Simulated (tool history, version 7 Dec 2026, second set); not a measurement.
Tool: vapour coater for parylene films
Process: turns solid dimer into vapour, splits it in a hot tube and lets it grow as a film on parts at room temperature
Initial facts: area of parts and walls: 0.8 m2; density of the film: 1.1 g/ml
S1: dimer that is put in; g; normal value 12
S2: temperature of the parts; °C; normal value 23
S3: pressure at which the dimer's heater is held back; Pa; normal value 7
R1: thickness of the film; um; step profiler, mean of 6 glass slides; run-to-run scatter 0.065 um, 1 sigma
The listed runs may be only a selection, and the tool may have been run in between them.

{"run": 1, "hour": 0.0, "S1": 12, "S2": 23, "S3": 7, "R1": 7.61}
{"run": 2, "hour": 21.9, "S1": 20, "S2": 23, "S3": 7, "R1": 12.73}
{"run": 3, "hour": 42.0, "S1": 12, "S2": 23, "S3": 2.54, "R1": 8.71}
{"run": 4, "hour": 53.8, "S1": 12, "S2": 23, "S3": 2.54, "R1": 8.71}
{"hour": 56.0, "done": "table's thermometer calibrated"}
{"run": 5, "hour": 75.3, "S1": 13, "S2": 23, "S3": 7, "R1": 8.15}
{"run": 6, "hour": 95.2, "S1": 13, "S2": 23, "S3": 7, "R1": 8.09}
{"run": 7, "hour": 112.8, "S1": 12, "S2": 24, "S3": 7, "R1": 7.4}
{"hour": 133.9, "done": "table's thermometer calibrated, once more"}
{"run": 8, "hour": 135.2, "S1": 9, "S2": 29, "S3": 2.12, "R1": 5.86}
{"run": 9, "hour": 152.0, "S1": 7, "S2": 23, "S3": 8.97, "R1": 4.24}
{"run": 10, "hour": 173.7, "S1": 7, "S2": 26, "S3": 7, "R1": 4.11}
{"run": 11, "hour": 194.5, "S1": 6, "S2": 17, "S3": 7, "R1": 4.17}

4 options for the next run, each taken on its own from the tool as it stands now. Forecast them:
{"run": "A", "hour": 209.6, "S1": 6, "S2": 20, "S3": 4.26, "R1": "?"}
{"run": "B", "hour": 209.6, "S1": 21, "S2": 34, "S3": 9.85, "R1": "?"}
{"run": "C", "hour": 209.6, "S1": 16, "S2": 33, "S3": 2.05, "R1": "?"}
{"run": "D", "hour": 209.6, "S1": 6, "S2": 20, "S3": 7, "R1": "?"}

run=A R1=4.06
run=B R1=10.17
run=C R1=9.61
run=D R1=3.82
What these runs would have given with no unlogged condition in the tool:
run=A R1=4.24
run=B R1=10.6
run=C R1=10.02
run=D R1=3.98

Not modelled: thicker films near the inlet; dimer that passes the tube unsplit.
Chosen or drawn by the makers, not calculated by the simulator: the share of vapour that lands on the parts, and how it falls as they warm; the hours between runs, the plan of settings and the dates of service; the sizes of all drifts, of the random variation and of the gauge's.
